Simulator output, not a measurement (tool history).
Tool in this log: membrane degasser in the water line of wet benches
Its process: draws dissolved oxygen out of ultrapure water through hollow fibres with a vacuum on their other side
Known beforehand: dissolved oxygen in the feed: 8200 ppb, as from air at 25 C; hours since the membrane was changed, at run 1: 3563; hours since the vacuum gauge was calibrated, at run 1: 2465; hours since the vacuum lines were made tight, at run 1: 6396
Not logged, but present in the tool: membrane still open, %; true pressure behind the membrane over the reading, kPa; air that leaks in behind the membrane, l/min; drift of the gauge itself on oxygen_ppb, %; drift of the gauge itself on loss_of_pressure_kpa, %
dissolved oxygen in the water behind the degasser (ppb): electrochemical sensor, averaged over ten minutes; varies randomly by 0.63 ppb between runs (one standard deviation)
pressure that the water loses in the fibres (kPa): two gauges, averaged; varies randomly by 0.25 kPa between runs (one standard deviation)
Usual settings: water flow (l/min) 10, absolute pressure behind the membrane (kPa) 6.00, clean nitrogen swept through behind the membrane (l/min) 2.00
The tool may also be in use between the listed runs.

run,hour,water flow (l/min),absolute pressure behind the membrane (kPa),clean nitrogen swept through behind the membrane (l/min),hours since the membrane was changed,hours since the vacuum gauge was calibrated,hours since the vacuum lines were made tight,dissolved oxygen in the water behind the degasser (ppb),pressure that the water loses in the fibres (kPa)
1,0.0,10,6.00,2.00,3563,2465,6396,60.6,68.89
2,110.6,10,6.00,4.28,3674,2575,6507,41.1,68.90
3,169.4,10,6.00,4.28,3733,2634,6566,40.7,69.06
4,255.2,10,8.12,2.00,3819,2720,6651,86.8,69.20
5,348.2,10,6.00,2.00,3912,2813,6744,62.2,68.92
6,468.6,10,6.00,2.00,4032,2933,6865,61.1,69.07
7,590.8,10,6.00,3.04,4154,3056,6987,49.4,69.26
# hour 619.4: vacuum gauge calibrated
8,656.3,10,6.00,1.33,4219,37,7052,79.9,69.11
9,734.6,10,6.00,1.33,4297,115,7130,78.7,69.42
10,852.7,10,6.00,1.33,4416,233,7248,80.3,69.19
11,946.7,10,6.00,1.33,4510,327,7342,79.7,69.11
# hour 1015.4: seals of the vacuum lines changed
12,1018.7,10,6.00,2.00,4579,397,3,60.8,69.12
13,1071.5,10,6.00,0.85,4632,450,56,105.2,69.22
14,1189.3,10,6.00,0.85,4750,568,174,103.7,69.51
15,1309.1,15,6.00,0.85,4870,688,294,178.3,103.63
# hour 1402.5: vacuum gauge calibrated, once more
16,1439.0,10,6.00,2.00,4999,36,423,58.3,69.18
17,1567.4,7,12.21,1.36,5128,165,552,124.1,48.65
18,1626.2,7,14.02,1.36,5187,224,610,145.6,48.75
19,1751.7,7,14.02,1.36,5312,349,736,144.1,48.80
20,1839.9,7,14.02,1.36,5400,437,824,144.9,48.47
21,1952.7,7,9.44,4.81,5513,550,937,33.4,48.31
22,2014.0,7,9.44,4.81,5574,612,998,32.4,48.40
23,2130.5,7,11.94,1.81,5691,728,1115,92.5,48.72
24,2255.1,7,11.94,1.81,5815,853,1239,94.9,48.75
25,2352.8,16,11.74,1.67,5913,950,1337,258.9,110.88
26,2422.8,16,11.74,1.67,5983,1020,1407,256.4,111.04
27,2541.6,10,9.30,4.23,6102,1139,1526,60.6,69.41
28,2624.3,6,6.00,3.53,6185,1222,1608,18.8,41.41
29,2754.7,15,6.00,1.99,6315,1352,1739,111.6,104.02
30,2855.2,7,6.00,4.85,6416,1453,1839,20.0,48.76
31,2953.7,14,5.65,3.60,6514,1551,1938,76.8,97.77
32,3025.7,15,4.10,0.81,6586,1623,2010,100.3,104.66

Take each entry between the runs: how does the hidden state at the last listed run before it differ from the hidden state at the first listed run after it?
Logged between run 7 and run 8: vacuum gauge calibrated (hour 619.4)
  true pressure behind the membrane over the reading, kPa: 0.09 -> 0.15; air that leaks in behind the membrane, l/min: 0.0251 -> 0.0252
  difference, measured minus the result without the unlogged condition, dissolved oxygen in the water behind the degasser (ppb): +4.2 -> +7.6; pressure that the water loses in the fibres (kPa): +0.91 -> +0.92
Logged between run 11 and run 12: seals of the vacuum lines changed (hour 1015.4)
  air that leaks in behind the membrane, l/min: 0.0261 -> 0.0022
  difference, measured minus the result without the unlogged condition, dissolved oxygen in the water behind the degasser (ppb): +8.0 -> +4.0; pressure that the water loses in the fibres (kPa): +0.99 -> +0.99
Logged between run 15 and run 16: vacuum gauge calibrated, once more (hour 1402.5)
  membrane still open, %: 98.5 -> 98.4; true pressure behind the membrane over the reading, kPa: 0.17 -> 0.02; air that leaks in behind the membrane, l/min: 0.0031 -> 0.0035
  difference, measured minus the result without the unlogged condition, dissolved oxygen in the water behind the degasser (ppb): +11.2 -> +2.5; pressure that the water loses in the fibres (kPa): +1.59 -> +1.09

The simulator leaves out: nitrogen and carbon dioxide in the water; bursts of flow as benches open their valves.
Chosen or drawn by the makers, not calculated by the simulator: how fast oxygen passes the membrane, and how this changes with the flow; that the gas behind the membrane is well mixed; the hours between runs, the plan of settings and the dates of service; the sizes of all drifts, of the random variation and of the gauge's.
